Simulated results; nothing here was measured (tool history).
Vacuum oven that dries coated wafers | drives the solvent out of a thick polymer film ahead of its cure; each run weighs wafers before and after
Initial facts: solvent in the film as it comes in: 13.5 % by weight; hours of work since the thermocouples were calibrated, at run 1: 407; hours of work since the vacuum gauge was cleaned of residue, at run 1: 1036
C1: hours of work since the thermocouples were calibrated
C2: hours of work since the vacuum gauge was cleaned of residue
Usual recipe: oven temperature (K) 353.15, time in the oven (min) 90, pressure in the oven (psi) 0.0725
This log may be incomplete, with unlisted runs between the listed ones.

Run 1, day 0: usual settings; C1 407; C2 1036. Result: solvent left in the film (%) 1.05.
Run 2, day 1.796: usual settings; C1 431; C2 1060. Result: solvent left in the film (%) 0.95.
Run 3, day 3.258: usual settings; C1 451; C2 1080. Result: solvent left in the film (%) 1.01.
Run 4, day 4.871: usual settings but time in the oven (min) 49; C1 473; C2 1102. Result: solvent left in the film (%) 2.6.
Run 5, day 6.7: usual settings but time in the oven (min) 49; C1 498; C2 1127. Result: solvent left in the film (%) 2.58.
Run 6, day 9.258: usual settings but time in the oven (min) 49; C1 533; C2 1162. Result: solvent left in the film (%) 2.76.
Run 7, day 10.671: usual settings but oven temperature (K) 339.15, time in the oven (min) 49; C1 552; C2 1182. Result: solvent left in the film (%) 7.1.
Run 8, day 12.262: usual settings but oven temperature (K) 339.15, time in the oven (min) 49; C1 574; C2 1203. Result: solvent left in the film (%) 6.96.
Run 9, day 14.679: usual settings but oven temperature (K) 339.15, time in the oven (min) 49, pressure in the oven (psi) 0.126; C1 607; C2 1236. Result: solvent left in the film (%) 6.93.
Run 10, day 16.3: usual settings but oven temperature (K) 339.15, time in the oven (min) 49, pressure in the oven (psi) 0.126; C1 629; C2 1259. Result: solvent left in the film (%) 7.12.
Run 11, day 17.983: usual settings but oven temperature (K) 339.15, time in the oven (min) 49, pressure in the oven (psi) 0.126; C1 652; C2 1282. Result: solvent left in the film (%) 7.21.
Run 12, day 19.533: usual settings but oven temperature (K) 339.15, time in the oven (min) 49, pressure in the oven (psi) 0.126; C1 674; C2 1303. Result: solvent left in the film (%) 7.15.
Run 13, day 21.562: usual settings but time in the oven (min) 58; C1 701; C2 1330. Result: solvent left in the film (%) 2.13.
At day 21.875: oven's thermocouples calibrated.
Run 14, day 23.879: usual settings but time in the oven (min) 58; C1 27; C2 1361. Result: solvent left in the film (%) 2.22.
Run 15, day 25.558: usual settings but time in the oven (min) 58; C1 50; C2 1384. Result: solvent left in the film (%) 2.33.
Run 16, day 27.483: usual settings but time in the oven (min) 58; C1 77; C2 1410. Result: solvent left in the film (%) 2.19.
Run 17, day 28.629: usual settings but time in the oven (min) 58; C1 92; C2 1426. Result: solvent left in the film (%) 2.34.
At day 30.929: oven's thermocouples calibrated, once more.
Run 18, day 30.929: usual settings but time in the oven (min) 58; C1 0; C2 1456. Result: solvent left in the film (%) 1.78.
Run 19, day 33.496: usual settings but oven temperature (K) 340.15, time in the oven (min) 58; C1 35; C2 1491. Result: solvent left in the film (%) 5.77.
Run 20, day 35.312: usual settings but oven temperature (K) 340.15, time in the oven (min) 58; C1 60; C2 1516. Result: solvent left in the film (%) 5.78.
Run 21, day 36.496: usual settings but oven temperature (K) 352.15; C1 76; C2 1532. Result: solvent left in the film (%) 1.05.
Run 22, day 37.629: usual settings but oven temperature (K) 352.15; C1 92; C2 1548. Result: solvent left in the film (%) 1.02.
Run 23, day 40.133: usual settings but oven temperature (K) 352.15; C1 126; C2 1582. Result: solvent left in the film (%) 1.02.
Run 24, day 42.829: usual settings but pressure in the oven (psi) 0.0719; C1 162; C2 1619. Result: solvent left in the film (%) 0.96.
Run 25, day 44.892: usual settings but oven temperature (K) 348.15, time in the oven (min) 156; C1 191; C2 1647. Result: solvent left in the film (%) 0.69.
Run 26, day 47: usual settings but oven temperature (K) 348.15, time in the oven (min) 156; C1 219; C2 1676. Result: solvent left in the film (%) 0.74.
Run 27, day 48.346: usual settings but oven temperature (K) 355.15; C1 238; C2 1694. Result: solvent left in the film (%) 0.59.
Run 28, day 49.708: usual settings but oven temperature (K) 340.15, time in the oven (min) 52, pressure in the oven (psi) 0.2527; C1 256; C2 1713. Result: solvent left in the film (%) 7.
Run 29, day 52.371: usual settings but oven temperature (K) 348.15, time in the oven (min) 81, pressure in the oven (psi) 0.0748; C1 293; C2 1749. Result: solvent left in the film (%) 2.14.
Run 30, day 54.108: usual settings but pressure in the oven (psi) 0.2209; C1 317; C2 1773. Result: solvent left in the film (%) 1.54.
Run 31, day 55.738: usual settings but pressure in the oven (psi) 0.2209; C1 339; C2 1795. Result: solvent left in the film (%) 1.52.
Run 32, day 56.904: usual settings but oven temperature (K) 345.15, pressure in the oven (psi) 0.2209; C1 355; C2 1811. Result: solvent left in the film (%) 3.26.
Run 33, day 58.65: usual settings but oven temperature (K) 345.15, pressure in the oven (psi) 0.2209; C1 379; C2 1835. Result: solvent left in the film (%) 3.4.
Run 34, day 60.667: usual settings but oven temperature (K) 350.15, pressure in the oven (psi) 0.259; C1 406; C2 1862. Result: solvent left in the film (%) 2.21.
Run 35, day 63.362: usual settings but time in the oven (min) 110, pressure in the oven (psi) 0.2174; C1 443; C2 1899. Result: solvent left in the film (%) 1.21.
Run 36, day 66.058: usual settings but time in the oven (min) 110, pressure in the oven (psi) 0.2174; C1 480; C2 1936. Result: solvent left in the film (%) 1.31.
Run 37, day 67.904: usual settings but oven temperature (K) 346.15, time in the oven (min) 65, pressure in the oven (psi) 0.1282; C1 505; C2 1961. Result: solvent left in the film (%) 3.94.
Run 38, day 69.183: usual settings but oven temperature (K) 346.15, time in the oven (min) 65, pressure in the oven (psi) 0.1282; C1 522; C2 1979. Result: solvent left in the film (%) 3.95.
Run 39, day 71.779: usual settings but oven temperature (K) 346.15, time in the oven (min) 65, pressure in the oven (psi) 0.0534; C1 558; C2 2014. Result: solvent left in the film (%) 3.62.
Run 40, day 73.492: usual settings but oven temperature (K) 365.15, pressure in the oven (psi) 0.245; C1 581; C2 2037. Result: solvent left in the film (%) 0.59.
Run 41, day 75.404: usual settings but oven temperature (K) 365.15, pressure in the oven (psi) 0.245; C1 607; C2 2063. Result: solvent left in the film (%) 0.63.
Run 42, day 77.029: usual settings but oven temperature (K) 365.15, pressure in the oven (psi) 0.245; C1 630; C2 2086. Result: solvent left in the film (%) 0.67.
Run 43, day 78.654: usual settings but oven temperature (K) 345.15; C1 652; C2 2108. Result: solvent left in the film (%) 2.86.
Run 44, day 80.088: usual settings but oven temperature (K) 359.15, time in the oven (min) 48; C1 671; C2 2127. Result: solvent left in the film (%) 1.37.
Run 45, day 81.938: usual settings but oven temperature (K) 345.15, time in the oven (min) 96; C1 697; C2 2153. Result: solvent left in the film (%) 2.79.
Run 46, day 83.971: usual settings but oven temperature (K) 347.15, pressure in the oven (psi) 0.1896; C1 724; C2 2180. Result: solvent left in the film (%) 2.8.

How would selected steps in solvent left in the film (%) from run to run divide? Give the signed amount a tool lacking its hidden state would still show from settings, what came in and random variation, and the signed amount left for the hidden state, including any gauge scatter that is not in both of the compared results.
The hidden state here: true wafer temperature over the reading, C; true pressure over the reading, kPa; drift of the gauge itself on solvent_pct, %.
Run 12 -> 13: oven temperature (K) 339.15 -> 353.15, time in the oven (min) 49 -> 58, pressure in the oven (psi) 0.126 -> 0.0725. solvent left in the film (%) -5.02: hidden state -0.07, all else -4.95.
Run 17 -> 18: oven's thermocouples calibrated, once more. solvent left in the film (%) -0.56: hidden state -0.46, all else -0.1.
Run 27 -> 28: oven temperature (K) 355.15 -> 340.15, time in the oven (min) 90 -> 52, pressure in the oven (psi) 0.0725 -> 0.2527. solvent left in the film (%) +6.41: hidden state +0.14, all else +6.27.
Run 28 -> 29: oven temperature (K) 340.15 -> 348.15, time in the oven (min) 52 -> 81, pressure in the oven (psi) 0.2527 -> 0.0748. solvent left in the film (%) -4.86: hidden state -0.01, all else -4.85.
Run 39 -> 40: oven temperature (K) 346.15 -> 365.15, time in the oven (min) 65 -> 90, pressure in the oven (psi) 0.0534 -> 0.245. solvent left in the film (%) -3.03: hidden state -0.37, all else -2.66.
Run 42 -> 43: oven temperature (K) 365.15 -> 345.15, pressure in the oven (psi) 0.245 -> 0.0725. solvent left in the film (%) +2.19: hidden state +0.41, all else +1.78.

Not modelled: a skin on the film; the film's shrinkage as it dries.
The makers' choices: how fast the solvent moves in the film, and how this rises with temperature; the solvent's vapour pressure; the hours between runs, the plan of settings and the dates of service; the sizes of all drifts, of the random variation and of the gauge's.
